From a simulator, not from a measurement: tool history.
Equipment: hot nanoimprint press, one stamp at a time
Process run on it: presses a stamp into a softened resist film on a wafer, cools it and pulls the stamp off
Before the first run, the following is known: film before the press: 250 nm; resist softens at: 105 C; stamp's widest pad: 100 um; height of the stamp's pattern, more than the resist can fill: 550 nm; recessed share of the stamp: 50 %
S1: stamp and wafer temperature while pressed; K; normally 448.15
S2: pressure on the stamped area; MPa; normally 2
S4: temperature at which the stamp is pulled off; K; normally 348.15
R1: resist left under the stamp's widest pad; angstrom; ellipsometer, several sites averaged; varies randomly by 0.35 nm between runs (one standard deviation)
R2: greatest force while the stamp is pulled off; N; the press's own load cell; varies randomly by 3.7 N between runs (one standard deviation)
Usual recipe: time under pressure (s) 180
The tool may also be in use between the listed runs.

run 1 hour=0 | S1=448.15 S2=2 time_under_pressure_(s)=180 S4=348.15 | R1=1464 R2=189
run 2 hour=71.5 | S1=448.15 S2=2 time_under_pressure_(s)=180 S4=348.15 | R1=1461 R2=187
run 3 hour=125.1 | S1=456.15 S2=2 time_under_pressure_(s)=180 S4=348.15 | R1=1057 R2=192
run 4 hour=181.7 | S1=453.15 S2=2 time_under_pressure_(s)=180 S4=348.15 | R1=1192 R2=211
run 5 hour=254.2 | S1=453.15 S2=2 time_under_pressure_(s)=180 S4=348.15 | R1=1181 R2=208
run 6 hour=292.8 | S1=453.15 S2=2 time_under_pressure_(s)=180 S4=348.15 | R1=1180 R2=203
run 7 hour=375.6 | S1=448.15 S2=2 time_under_pressure_(s)=180 S4=339.15 | R1=1427 R2=255
run 8 hour=428.9 | S1=448.15 S2=2 time_under_pressure_(s)=180 S4=339.15 | R1=1425 R2=270
run 9 hour=496.5 | S1=448.15 S2=2 time_under_pressure_(s)=180 S4=339.15 | R1=1397 R2=265
run 10 hour=553.7 | S1=448.15 S2=2 time_under_pressure_(s)=180 S4=339.15 | R1=1385 R2=279
run 11 hour=594.3 | S1=448.15 S2=2 time_under_pressure_(s)=180 S4=339.15 | R1=1383 R2=271
run 12 hour=685.7 | S1=448.15 S2=2 time_under_pressure_(s)=180 S4=339.15 | R1=1365 R2=282
run 13 hour=725.9 | S1=448.15 S2=2 time_under_pressure_(s)=180 S4=339.15 | R1=1356 R2=288
run 14 hour=775.6 | S1=448.15 S2=2 time_under_pressure_(s)=180 S4=333.15 | R1=1351 R2=329
run 15 hour=820.7 | S1=448.15 S2=2 time_under_pressure_(s)=180 S4=333.15 | R1=1349 R2=311
run 16 hour=879.1 | S1=447.15 S2=3.14 time_under_pressure_(s)=180 S4=340.15 | R1=1175 R2=282
run 17 hour=963 | S1=456.15 S2=2 time_under_pressure_(s)=119 S4=348.15 | R1=1245 R2=264
run 18 hour=1018 | S1=459.15 S2=2.83 time_under_pressure_(s)=180 S4=338.15 | R1=797 R2=307
run 19 hour=1089 | S1=459.15 S2=2.83 time_under_pressure_(s)=180 S4=355.15 | R1=795 R2=221
run 20 hour=1134.7 | S1=438.15 S2=1.43 time_under_pressure_(s)=180 S4=355.15 | R1=2103 R2=220
run 21 hour=1204.6 | S1=446.15 S2=2 time_under_pressure_(s)=180 S4=348.15 | R1=1552 R2=273
run 22 hour=1256.6 | S1=456.15 S2=2 time_under_pressure_(s)=211 S4=335.15 | R1=979 R2=229
run 23 hour=1318.6 | S1=456.15 S2=2 time_under_pressure_(s)=211 S4=335.15 | R1=974 R2=236
run 24 hour=1397.1 | S1=456.15 S2=2 time_under_pressure_(s)=211 S4=335.15 | R1=966 R2=246
run 25 hour=1439.4 | S1=448.15 S2=1.87 time_under_pressure_(s)=258 S4=348.15 | R1=1284 R2=188
run 26 hour=1514.2 | S1=437.15 S2=1.54 time_under_pressure_(s)=103 S4=349.15 | R1=2271 R2=189
run 27 hour=1580.8 | S1=444.15 S2=1.85 time_under_pressure_(s)=284 S4=338.15 | R1=1508 R2=244
run 28 hour=1662.9 | S1=444.15 S2=1.85 time_under_pressure_(s)=284 S4=341.15 | R1=1504 R2=243
run 29 hour=1738.9 | S1=453.15 S2=1.49 time_under_pressure_(s)=121 S4=348.15 | R1=1508 R2=204

Taken out of this log: 5 entries between the listed runs. Where each belongs, and how the hidden state differs across it:
Run 8 -> run 9: plate thermocouple calibrated (hour 455.1)
  true temperature over the reading, C: 1.02 -> 1.6; pressure that arrives at the usual setting, %: 97.01 -> 96.91; grip of the stamp's worn release coat, % over a new coat's: 23.6 -> 26
  measured less the result without the state, R1: -40 -> -70 angstrom; R2: +47 -> +48 N
Run 11 -> run 12: press's hydraulic seals changed and the load cell set to zero (hour 673.3)
  true temperature over the reading, C: 1.78 -> 1.93; pressure that arrives at the usual setting, %: 96.75 -> 99.92; grip of the stamp's worn release coat, % over a new coat's: 29.7 -> 33
  measured less the result without the state, R1: -79 -> -103 angstrom; R2: +55 -> +61 N
Run 16 -> run 17: plate thermocouple calibrated, once more (hour 908.4)
  true temperature over the reading, C: 2.27 -> 0.04; pressure that arrives at the usual setting, %: 99.62 -> 99.5; grip of the stamp's worn release coat, % over a new coat's: 40.4 -> 43.6
  measured less the result without the state, R1: -117 -> +1 angstrom; R2: +72 -> +79 N
Run 21 -> run 22: stamp cleaned and given a new release coat (hour 1229.1)
  true temperature over the reading, C: 0.48 -> 0.57; pressure that arrives at the usual setting, %: 99.09 -> 99.02; grip of the stamp's worn release coat, % over a new coat's: 53.1 -> 1
  measured less the result without the state, R1: -22 -> -20 angstrom; R2: +93 -> +0 N
Run 25 -> run 26: plate thermocouple calibrated (hour 1483.2)
  true temperature over the reading, C: 0.9 -> 0.1; pressure that arrives at the usual setting, %: 98.73 -> 98.61; grip of the stamp's worn release coat, % over a new coat's: 7.6 -> 10.2
  measured less the result without the state, R1: -42 -> +0 angstrom; R2: +9 -> +17 N

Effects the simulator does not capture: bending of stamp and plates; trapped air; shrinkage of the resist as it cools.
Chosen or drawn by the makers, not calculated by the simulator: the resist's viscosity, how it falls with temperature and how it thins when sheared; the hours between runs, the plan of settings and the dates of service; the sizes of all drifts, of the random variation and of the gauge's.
